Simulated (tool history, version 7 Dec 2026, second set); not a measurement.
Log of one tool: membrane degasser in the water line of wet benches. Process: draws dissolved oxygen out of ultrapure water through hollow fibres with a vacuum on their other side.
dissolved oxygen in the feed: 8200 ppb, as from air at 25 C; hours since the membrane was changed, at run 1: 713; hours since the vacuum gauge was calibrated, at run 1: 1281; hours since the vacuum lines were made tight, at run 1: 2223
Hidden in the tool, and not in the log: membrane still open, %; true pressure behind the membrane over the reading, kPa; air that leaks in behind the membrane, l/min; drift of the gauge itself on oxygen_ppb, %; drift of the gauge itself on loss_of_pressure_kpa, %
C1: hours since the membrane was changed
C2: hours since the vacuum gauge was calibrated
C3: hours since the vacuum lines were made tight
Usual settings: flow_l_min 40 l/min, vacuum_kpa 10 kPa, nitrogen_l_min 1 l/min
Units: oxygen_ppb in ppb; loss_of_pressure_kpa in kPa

run 1 day=0 | flow_l_min=40 vacuum_kpa=10 nitrogen_l_min=1 | C1=713 C2=1281 C3=2223 | oxygen_ppb=622.6 loss_of_pressure_kpa=42.46
run 2 day=7.133 | flow_l_min=40 vacuum_kpa=10 nitrogen_l_min=1 | C1=884 C2=1452 C3=2394 | oxygen_ppb=613.2 loss_of_pressure_kpa=42.67
run 3 day=20.338 | flow_l_min=40 vacuum_kpa=10 nitrogen_l_min=1 | C1=1201 C2=1769 C3=2711 | oxygen_ppb=618.6 loss_of_pressure_kpa=43.07
run 4 day=30.842 | flow_l_min=40 vacuum_kpa=10 nitrogen_l_min=1 | C1=1453 C2=2021 C3=2963 | oxygen_ppb=630 loss_of_pressure_kpa=42.39
run 5 day=42.829 | flow_l_min=40 vacuum_kpa=23.9 nitrogen_l_min=1 | C1=1741 C2=2309 C3=3251 | oxygen_ppb=1488.1 loss_of_pressure_kpa=42.7
run 6 day=50.125 | flow_l_min=53 vacuum_kpa=10 nitrogen_l_min=1 | C1=1916 C2=2484 C3=3426 | oxygen_ppb=904.4 loss_of_pressure_kpa=57.72
-- day=54.654 seals of the vacuum lines changed
run 7 day=56.996 | flow_l_min=40 vacuum_kpa=10 nitrogen_l_min=1 | C1=2079 C2=2647 C3=56 | oxygen_ppb=634 loss_of_pressure_kpa=43.26
run 8 day=63.012 | flow_l_min=40 vacuum_kpa=10 nitrogen_l_min=0.76 | C1=2223 C2=2792 C3=201 | oxygen_ppb=732.1 loss_of_pressure_kpa=42.98
run 9 day=71.133 | flow_l_min=40 vacuum_kpa=8.6 nitrogen_l_min=1 | C1=2418 C2=2986 C3=395 | oxygen_ppb=529.1 loss_of_pressure_kpa=43.68
run 10 day=78.3 | flow_l_min=40 vacuum_kpa=8.6 nitrogen_l_min=2.56 | C1=2590 C2=3158 C3=568 | oxygen_ppb=299.3 loss_of_pressure_kpa=43.91
run 11 day=88.908 | flow_l_min=40 vacuum_kpa=8.6 nitrogen_l_min=0.43 | C1=2845 C2=3413 C3=822 | oxygen_ppb=863.8 loss_of_pressure_kpa=43.22
run 12 day=101.179 | flow_l_min=58 vacuum_kpa=19.4 nitrogen_l_min=1.09 | C1=3139 C2=3708 C3=1117 | oxygen_ppb=1656.3 loss_of_pressure_kpa=63.01
run 13 day=112.633 | flow_l_min=58 vacuum_kpa=19.4 nitrogen_l_min=1.09 | C1=3414 C2=3982 C3=1392 | oxygen_ppb=1684.3 loss_of_pressure_kpa=62.9
run 14 day=126.1 | flow_l_min=40 vacuum_kpa=7.7 nitrogen_l_min=0.68 | C1=3737 C2=4306 C3=1715 | oxygen_ppb=558.3 loss_of_pressure_kpa=43.43
run 15 day=139.771 | flow_l_min=47 vacuum_kpa=12.2 nitrogen_l_min=0.68 | C1=4066 C2=4634 C3=2043 | oxygen_ppb=1172.8 loss_of_pressure_kpa=50.9
run 16 day=149.375 | flow_l_min=40 vacuum_kpa=7.5 nitrogen_l_min=0.81 | C1=4296 C2=4864 C3=2273 | oxygen_ppb=502.7 loss_of_pressure_kpa=43.36
run 17 day=159.308 | flow_l_min=28 vacuum_kpa=12.5 nitrogen_l_min=2.87 | C1=4534 C2=5103 C3=2512 | oxygen_ppb=231.1 loss_of_pressure_kpa=30.66
run 18 day=166.788 | flow_l_min=31 vacuum_kpa=12.5 nitrogen_l_min=2.87 | C1=4714 C2=5282 C3=2691 | oxygen_ppb=270.7 loss_of_pressure_kpa=33.71
run 19 day=175.692 | flow_l_min=31 vacuum_kpa=12.5 nitrogen_l_min=2.87 | C1=4928 C2=5496 C3=2905 | oxygen_ppb=271.9 loss_of_pressure_kpa=33.73
run 20 day=183.446 | flow_l_min=53 vacuum_kpa=10 nitrogen_l_min=0.64 | C1=5114 C2=5682 C3=3091 | oxygen_ppb=1102.2 loss_of_pressure_kpa=58.11
run 21 day=190.425 | flow_l_min=53 vacuum_kpa=10 nitrogen_l_min=0.64 | C1=5281 C2=5849 C3=3258 | oxygen_ppb=1128.9 loss_of_pressure_kpa=58.15

Forecast each of these 5 alternatives for the next run:
-- day=201.783 seals of the vacuum lines changed
run A day=201.783 | flow_l_min=53 vacuum_kpa=10 nitrogen_l_min=2.7 | C1=5552 C2=6120 C3=0 | oxygen_ppb=? loss_of_pressure_kpa=?
-- day=201.783 seals of the vacuum lines changed
run B day=201.783 | flow_l_min=47 vacuum_kpa=13.3 nitrogen_l_min=1.41 | C1=5552 C2=6120 C3=0 | oxygen_ppb=? loss_of_pressure_kpa=?
-- day=201.783 seals of the vacuum lines changed
run C day=201.783 | flow_l_min=29 vacuum_kpa=10 nitrogen_l_min=1.15 | C1=5552 C2=6120 C3=0 | oxygen_ppb=? loss_of_pressure_kpa=?
-- day=201.783 seals of the vacuum lines changed
run D day=201.783 | flow_l_min=35 vacuum_kpa=10 nitrogen_l_min=1.15 | C1=5552 C2=6120 C3=0 | oxygen_ppb=? loss_of_pressure_kpa=?
-- day=201.783 seals of the vacuum lines changed
run E day=201.783 | flow_l_min=26 vacuum_kpa=10 nitrogen_l_min=0.79 | C1=5552 C2=6120 C3=0 | oxygen_ppb=? loss_of_pressure_kpa=?

run=A oxygen_ppb=569.4 loss_of_pressure_kpa=58.13
run=B oxygen_ppb=826.5 loss_of_pressure_kpa=51.56
run=C oxygen_ppb=392.6 loss_of_pressure_kpa=32.03
run=D oxygen_ppb=473.6 loss_of_pressure_kpa=38.74
run=E oxygen_ppb=455.7 loss_of_pressure_kpa=28.82
Without the tool's hidden state the same runs would have given:
run=A oxygen_ppb=567.4 loss_of_pressure_kpa=56.53
run=B oxygen_ppb=825 loss_of_pressure_kpa=50.13
run=C oxygen_ppb=392 loss_of_pressure_kpa=31.16
run=D oxygen_ppb=472.7 loss_of_pressure_kpa=37.68
run=E oxygen_ppb=455.2 loss_of_pressure_kpa=28.03
